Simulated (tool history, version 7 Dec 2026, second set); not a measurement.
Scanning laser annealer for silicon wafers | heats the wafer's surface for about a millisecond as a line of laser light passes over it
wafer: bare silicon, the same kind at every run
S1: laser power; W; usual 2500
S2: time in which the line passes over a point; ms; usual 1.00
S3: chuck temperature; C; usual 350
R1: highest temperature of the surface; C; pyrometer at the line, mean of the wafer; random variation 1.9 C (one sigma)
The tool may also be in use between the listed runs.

run     day    S1    S2   S3    R1
  1   0.000  2500  1.00  350  1089
  2   0.262  2500  1.00  364  1104
  3   0.517  2500  1.00  350  1087
  4   0.742  2500  0.99  350  1086
  5   1.154  2500  0.99  350  1083
  6   1.400  2500  0.79  350   994
  7   1.625  2500  0.79  350   996
  8   1.962  2500  1.00  343  1082
  9   2.354  2500  1.00  343  1081
 10   2.571  2500  1.00  343  1076
 11   2.742  2500  0.87  343  1022
 12   2.958  2500  0.87  343  1020
 13   3.304  2500  0.87  343  1026
 14   3.617  2500  0.87  343  1024
 15   3.954  2500  0.70  350   950
 16   4.133  2500  0.70  350   951
 17   4.333  2500  0.70  350   951
      4.438  -- window over the wafer cleaned
 18   4.621  2500  1.00  389  1127
 19   5.038  2500  1.00  350  1085
 20   5.438  2500  1.00  350  1080
      5.700  -- window over the wafer cleaned, once more
 21   5.912  2500  1.00  350  1086
 22   6.312  2500  0.91  383  1082
 23   6.671  2346  1.00  350  1030
 24   6.854  2156  0.89  319   889
 25   7.204  2448  1.00  319  1035
 26   7.421  2612  1.02  350  1137
 27   7.625  2216  0.92  378   980
 28   7.938  2500  0.76  316   945
 29   8.321  2128  1.00  362   965
 30   8.596  2569  1.17  350  1184
 31   8.775  2207  0.84  337   906
 32   9.183  2694  0.83  378  1107
 33   9.588  2227  0.84  390   960
 34   9.867  2227  0.84  390   963
 35  10.100  2227  0.84  390   963
 36  10.271  2227  0.84  390   965
 37  10.629  2227  0.84  390   964
 38  11.054  2714  0.87  355  1109
 39  11.362  2601  1.00  359  1132
 40  11.667  2601  1.00  359  1133
 41  12.046  2601  1.00  359  1129

Forecast each of these 3 alternatives for the next run:
  A  12.333  2428  0.99  362   ?
  B  12.333  2383  0.71  356   ?
  C  12.333  2303  0.73  350   ?

run    R1
  A  1067
  B   927
  C   901
Without the tool's hidden state the same runs would have given:
run    R1
  A  1076
  B   934
  C   908

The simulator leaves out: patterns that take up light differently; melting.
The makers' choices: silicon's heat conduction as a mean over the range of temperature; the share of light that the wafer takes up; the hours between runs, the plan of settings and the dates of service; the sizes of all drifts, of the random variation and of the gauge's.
